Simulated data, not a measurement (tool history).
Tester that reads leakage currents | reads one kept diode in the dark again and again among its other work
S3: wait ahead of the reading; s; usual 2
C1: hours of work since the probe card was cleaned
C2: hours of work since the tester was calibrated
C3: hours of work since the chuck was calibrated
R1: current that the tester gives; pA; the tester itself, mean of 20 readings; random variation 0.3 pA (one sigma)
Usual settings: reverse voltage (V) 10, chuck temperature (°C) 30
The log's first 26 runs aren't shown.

run 27 hour=748.7 | reverse_voltage_(V)=1.1 chuck_temperature_(°C)=35 S3=9.28 | C1=52 C2=696 C3=1991 | R1=43.36
-- hour=754.9 chuck's temperature calibrated
run 28 hour=767.3 | reverse_voltage_(V)=1.6 chuck_temperature_(°C)=30 S3=0.44 | C1=61 C2=705 C3=7 | R1=43.69
-- hour=792.7 probe card cleaned and baked, once more
run 29 hour=809.2 | reverse_voltage_(V)=2.2 chuck_temperature_(°C)=30 S3=0.59 | C1=9 C2=727 C3=28 | R1=45.7
run 30 hour=831.1 | reverse_voltage_(V)=2.2 chuck_temperature_(°C)=30 S3=0.59 | C1=21 C2=739 C3=40 | R1=46
run 31 hour=851.9 | reverse_voltage_(V)=2.2 chuck_temperature_(°C)=30 S3=0.96 | C1=32 C2=750 C3=52 | R1=45.45
run 32 hour=875.9 | reverse_voltage_(V)=10.2 chuck_temperature_(°C)=36 S3=2 | C1=46 C2=763 C3=65 | R1=162.88
run 33 hour=894.8 | reverse_voltage_(V)=10.2 chuck_temperature_(°C)=36 S3=2 | C1=56 C2=774 C3=75 | R1=161.29
run 34 hour=912.4 | reverse_voltage_(V)=10 chuck_temperature_(°C)=53 S3=2 | C1=66 C2=783 C3=85 | R1=595.72
run 35 hour=945.9 | reverse_voltage_(V)=10 chuck_temperature_(°C)=53 S3=2 | C1=84 C2=802 C3=103 | R1=596.82
run 36 hour=967.6 | reverse_voltage_(V)=6.3 chuck_temperature_(°C)=20 S3=3 | C1=96 C2=814 C3=115 | R1=32.57
run 37 hour=1001.9 | reverse_voltage_(V)=1.5 chuck_temperature_(°C)=28 S3=4.85 | C1=115 C2=832 C3=134 | R1=31.36
run 38 hour=1031.4 | reverse_voltage_(V)=1.5 chuck_temperature_(°C)=28 S3=4.85 | C1=131 C2=849 C3=150 | R1=31.32
run 39 hour=1063.7 | reverse_voltage_(V)=1.5 chuck_temperature_(°C)=28 S3=4.85 | C1=149 C2=866 C3=168 | R1=31.31
run 40 hour=1100.4 | reverse_voltage_(V)=19.5 chuck_temperature_(°C)=53 S3=4.32 | C1=169 C2=886 C3=188 | R1=826.53

3 ways to go on from here, each from the tool as it stands after run 40. What would each give?
run A hour=1139.5 | reverse_voltage_(V)=19.5 chuck_temperature_(°C)=33 S3=3.01 | C1=190 C2=908 C3=209 | R1=?
run B hour=1139.5 | reverse_voltage_(V)=10 chuck_temperature_(°C)=30 S3=4.99 | C1=190 C2=908 C3=209 | R1=?
run C hour=1139.5 | reverse_voltage_(V)=10 chuck_temperature_(°C)=31 S3=1.18 | C1=190 C2=908 C3=209 | R1=?

run=A R1=175.32
run=B R1=96.93
run=C R1=106.1
Without the tool's hidden state the same runs would have given:
run=A R1=177.44
run=B R1=98.26
run=C R1=107.66
